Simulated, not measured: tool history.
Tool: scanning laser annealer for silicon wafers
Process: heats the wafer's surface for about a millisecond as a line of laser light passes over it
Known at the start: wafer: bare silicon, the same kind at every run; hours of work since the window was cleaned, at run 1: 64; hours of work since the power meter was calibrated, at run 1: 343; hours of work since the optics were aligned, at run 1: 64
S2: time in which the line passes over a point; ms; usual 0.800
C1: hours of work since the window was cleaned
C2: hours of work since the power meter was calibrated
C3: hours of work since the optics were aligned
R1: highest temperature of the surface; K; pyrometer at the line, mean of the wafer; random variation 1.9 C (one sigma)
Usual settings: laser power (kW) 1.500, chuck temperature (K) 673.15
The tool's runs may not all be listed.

run 1 hour=0.0 | laser_power_(kW)=1.500 S2=0.800 chuck_temperature_(K)=673.15 | C1=64 C2=343 C3=64 | R1=1390.15
run 2 hour=48.2 | laser_power_(kW)=1.500 S2=0.800 chuck_temperature_(K)=673.15 | C1=89 C2=368 C3=89 | R1=1383.15
run 3 hour=86.8 | laser_power_(kW)=1.550 S2=0.800 chuck_temperature_(K)=673.15 | C1=110 C2=389 C3=110 | R1=1406.15
run 4 hour=108.8 | laser_power_(kW)=1.500 S2=0.800 chuck_temperature_(K)=673.15 | C1=122 C2=401 C3=122 | R1=1381.15
run 5 hour=142.5 | laser_power_(kW)=1.500 S2=0.800 chuck_temperature_(K)=673.15 | C1=140 C2=419 C3=140 | R1=1380.15
run 6 hour=168.2 | laser_power_(kW)=1.578 S2=0.800 chuck_temperature_(K)=673.15 | C1=154 C2=432 C3=154 | R1=1413.15
run 7 hour=191.0 | laser_power_(kW)=1.618 S2=0.800 chuck_temperature_(K)=673.15 | C1=166 C2=445 C3=166 | R1=1434.15
run 8 hour=213.2 | laser_power_(kW)=1.500 S2=0.800 chuck_temperature_(K)=674.15 | C1=178 C2=456 C3=178 | R1=1381.15
run 9 hour=234.9 | laser_power_(kW)=1.500 S2=0.984 chuck_temperature_(K)=706.15 | C1=189 C2=468 C3=189 | R1=1489.15
run 10 hour=266.1 | laser_power_(kW)=1.500 S2=0.984 chuck_temperature_(K)=706.15 | C1=206 C2=485 C3=206 | R1=1492.15
run 11 hour=309.3 | laser_power_(kW)=1.500 S2=0.984 chuck_temperature_(K)=706.15 | C1=229 C2=508 C3=229 | R1=1489.15
run 12 hour=344.9 | laser_power_(kW)=1.351 S2=0.798 chuck_temperature_(K)=657.15 | C1=248 C2=527 C3=248 | R1=1292.15
run 13 hour=392.2 | laser_power_(kW)=1.489 S2=0.937 chuck_temperature_(K)=673.15 | C1=273 C2=552 C3=273 | R1=1426.15
run 14 hour=426.9 | laser_power_(kW)=1.466 S2=0.643 chuck_temperature_(K)=673.15 | C1=292 C2=571 C3=292 | R1=1282.15
run 15 hour=448.1 | laser_power_(kW)=1.563 S2=0.679 chuck_temperature_(K)=682.15 | C1=303 C2=582 C3=303 | R1=1347.15
run 16 hour=486.9 | laser_power_(kW)=1.552 S2=0.814 chuck_temperature_(K)=675.15 | C1=324 C2=603 C3=324 | R1=1397.15

3 ways to go on from here, each from the tool as it stands after run 16. What would each give?
run A hour=508.7 | laser_power_(kW)=1.500 S2=0.800 chuck_temperature_(K)=682.15 | C1=335 C2=614 C3=335 | R1=?
run B hour=508.7 | laser_power_(kW)=1.542 S2=0.800 chuck_temperature_(K)=673.15 | C1=335 C2=614 C3=335 | R1=?
run C hour=508.7 | laser_power_(kW)=1.378 S2=0.839 chuck_temperature_(K)=673.15 | C1=335 C2=614 C3=335 | R1=?

run=A R1=1379.15
run=B R1=1387.15
run=C R1=1328.15
Without the tool's hidden state the same runs would have given:
run=A R1=1408.15
run=B R1=1416.15
run=C R1=1356.15
